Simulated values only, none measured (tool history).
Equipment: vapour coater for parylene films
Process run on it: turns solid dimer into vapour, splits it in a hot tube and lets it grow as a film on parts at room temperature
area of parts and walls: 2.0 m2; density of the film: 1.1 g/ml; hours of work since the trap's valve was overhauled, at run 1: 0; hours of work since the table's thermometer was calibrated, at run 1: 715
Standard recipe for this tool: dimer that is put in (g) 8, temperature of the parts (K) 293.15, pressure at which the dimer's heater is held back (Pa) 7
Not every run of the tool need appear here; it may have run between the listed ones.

run	hour	dimer that is put in (g)	temperature of the parts (K)	pressure at which the dimer's heater is held back (Pa)	hours of work since the trap's valve was overhauled	hours of work since the table's thermometer was calibrated	thickness of the film (nm)
1	0	8	293.15	7	0	715	2080
2	23.9	8	293.15	7	17	732	2140
3	56.9	8	293.15	7	40	755	2080
4	91	8	298.15	7	65	780	1890
5	107.3	8	293.15	6.6	76	791	2060
6	126.2	8	293.15	6.6	90	805	2030
7	143.2	8	293.15	6.6	102	817	2020
8	161	8	293.15	3.59	114	829	2200
9	188.5	8	289.15	7	134	849	2180
10	209.9	8	289.15	7	149	864	2150
11	243.6	8	289.15	7	173	888	2110
12	268.9	8	289.15	7	191	906	2100
13	289.7	8	289.15	7	206	921	2150
14	314.8	9	301.15	2.96	224	939	2190
15	334	9	301.15	2.96	237	952	2170
16	348.7	9	301.15	2.96	248	963	2180
17	375.8	5	292.15	7	267	982	1230
18	397.9	8	291.15	4.17	283	998	2140
19	421.8	11	289.15	7	300	1015	2870
20	451.4	11	289.15	7	321	1036	2870

Predict each of these 5 candidate next runs independently; none follows another, all start after run 20:
A	466.2	5	292.15	7	331	1046	?
B	466.2	11	290.15	8.79	331	1046	?
C	466.2	6	296.15	7.76	331	1046	?
D	466.2	11	289.15	5.67	331	1046	?
E	466.2	14	295.15	5.85	331	1046	?

run	thickness of the film (nm)
A	1220
B	2670
C	1310
D	2930
E	3250
With the hidden condition removed and each run's random variation left untouched, the same runs would have given:
run	thickness of the film (nm)
A	1360
B	2980
C	1460
D	3270
E	3630
